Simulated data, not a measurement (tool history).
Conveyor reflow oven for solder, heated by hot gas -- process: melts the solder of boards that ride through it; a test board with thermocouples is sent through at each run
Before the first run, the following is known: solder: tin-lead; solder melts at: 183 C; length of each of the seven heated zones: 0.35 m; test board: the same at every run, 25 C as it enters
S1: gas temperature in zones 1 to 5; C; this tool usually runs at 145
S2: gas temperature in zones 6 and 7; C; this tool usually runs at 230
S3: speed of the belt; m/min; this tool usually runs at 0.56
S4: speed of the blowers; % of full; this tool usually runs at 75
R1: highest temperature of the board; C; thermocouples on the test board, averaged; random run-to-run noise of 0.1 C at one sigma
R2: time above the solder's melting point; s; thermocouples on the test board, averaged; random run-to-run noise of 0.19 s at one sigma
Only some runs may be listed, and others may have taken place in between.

run 1 hour=0 | S1=145 S2=230 S3=0.56 S4=75 | R1=219.8 R2=62.1
run 2 hour=31.2 | S1=158 S2=230 S3=0.56 S4=75 | R1=221.6 R2=68.1
run 3 hour=48.9 | S1=158 S2=230 S3=0.56 S4=75 | R1=221.2 R2=68.2
run 4 hour=79.6 | S1=158 S2=230 S3=0.56 S4=75 | R1=221.5 R2=67.9
run 5 hour=97.4 | S1=158 S2=230 S3=0.56 S4=75 | R1=221.4 R2=68
run 6 hour=125.9 | S1=143 S2=230 S3=0.56 S4=75 | R1=219.1 R2=60.7
run 7 hour=139.4 | S1=143 S2=230 S3=0.56 S4=75 | R1=219.2 R2=60.7
run 8 hour=156.5 | S1=143 S2=230 S3=0.56 S4=75 | R1=219.1 R2=60.5
run 9 hour=171.2 | S1=143 S2=230 S3=0.56 S4=75 | R1=219.2 R2=60.6
-- hour=178.3 flux residue cleaned out of gas plates and filters
run 10 hour=190.7 | S1=145 S2=230 S3=0.56 S4=75 | R1=218.8 R2=61.3
run 11 hour=205.5 | S1=145 S2=230 S3=0.56 S4=75 | R1=218.9 R2=60.8
run 12 hour=230.3 | S1=145 S2=230 S3=0.56 S4=75 | R1=218.7 R2=61
run 13 hour=251.6 | S1=145 S2=230 S3=0.56 S4=75 | R1=218.7 R2=61.2
-- hour=273.3 flux residue cleaned out of gas plates and filters, once more
-- hour=275.7 thermocouples of zones 6 and 7 changed
run 14 hour=275.7 | S1=145 S2=230 S3=0.53 S4=75 | R1=220.4 R2=66.3
run 15 hour=295.8 | S1=145 S2=230 S3=0.53 S4=75 | R1=220.5 R2=66.3
run 16 hour=312.4 | S1=145 S2=230 S3=0.568 S4=83 | R1=220.2 R2=62.1
run 17 hour=335.4 | S1=150 S2=221 S3=0.577 S4=58 | R1=207.3 R2=51
run 18 hour=366.1 | S1=145 S2=236 S3=0.56 S4=79 | R1=225.3 R2=65.3
run 19 hour=389.1 | S1=134 S2=230 S3=0.495 S4=75 | R1=220.6 R2=67.2
run 20 hour=402.4 | S1=134 S2=230 S3=0.495 S4=54 | R1=215.3 R2=61.6
run 21 hour=430.5 | S1=131 S2=219 S3=0.522 S4=52 | R1=202.5 R2=43.1
run 22 hour=458.6 | S1=135 S2=233 S3=0.56 S4=75 | R1=220.1 R2=58.7
run 23 hour=477.9 | S1=135 S2=233 S3=0.56 S4=75 | R1=220.1 R2=58.9
run 24 hour=494.7 | S1=135 S2=239 S3=0.519 S4=75 | R1=227.6 R2=68.8
run 25 hour=520.5 | S1=145 S2=241 S3=0.549 S4=73 | R1=228.7 R2=68.8
run 26 hour=546 | S1=145 S2=241 S3=0.549 S4=73 | R1=228.6 R2=68.6
run 27 hour=561.2 | S1=145 S2=241 S3=0.668 S4=59 | R1=217.9 R2=49.4
-- hour=567.6 flux residue cleaned out of gas plates and filters
run 28 hour=594.7 | S1=145 S2=241 S3=0.668 S4=59 | R1=219.2 R2=50.1
run 29 hour=612.9 | S1=145 S2=239 S3=0.655 S4=75 | R1=223.1 R2=54.4
run 30 hour=627.9 | S1=144 S2=227 S3=0.56 S4=75 | R1=216.5 R2=59.7

4 ways to go on from here, each from the tool as it stands after run 30. What would each give?
run A hour=647.1 | S1=153 S2=223 S3=0.56 S4=61 | R1=? R2=?
run B hour=647.1 | S1=154 S2=227 S3=0.56 S4=64 | R1=? R2=?
run C hour=647.1 | S1=145 S2=230 S3=0.615 S4=75 | R1=? R2=?
run D hour=647.1 | S1=148 S2=232 S3=0.56 S4=72 | R1=? R2=?

run=A R1=211.2 R2=58.9
run=B R1=215.6 R2=62.9
run=C R1=216.9 R2=54.4
run=D R1=220.8 R2=64.4
Without the tool's hidden state the same runs would have given:
run=A R1=210.7 R2=57.6
run=B R1=215.2 R2=61.7
run=C R1=216.4 R2=53.3
run=D R1=220.4 R2=63.2
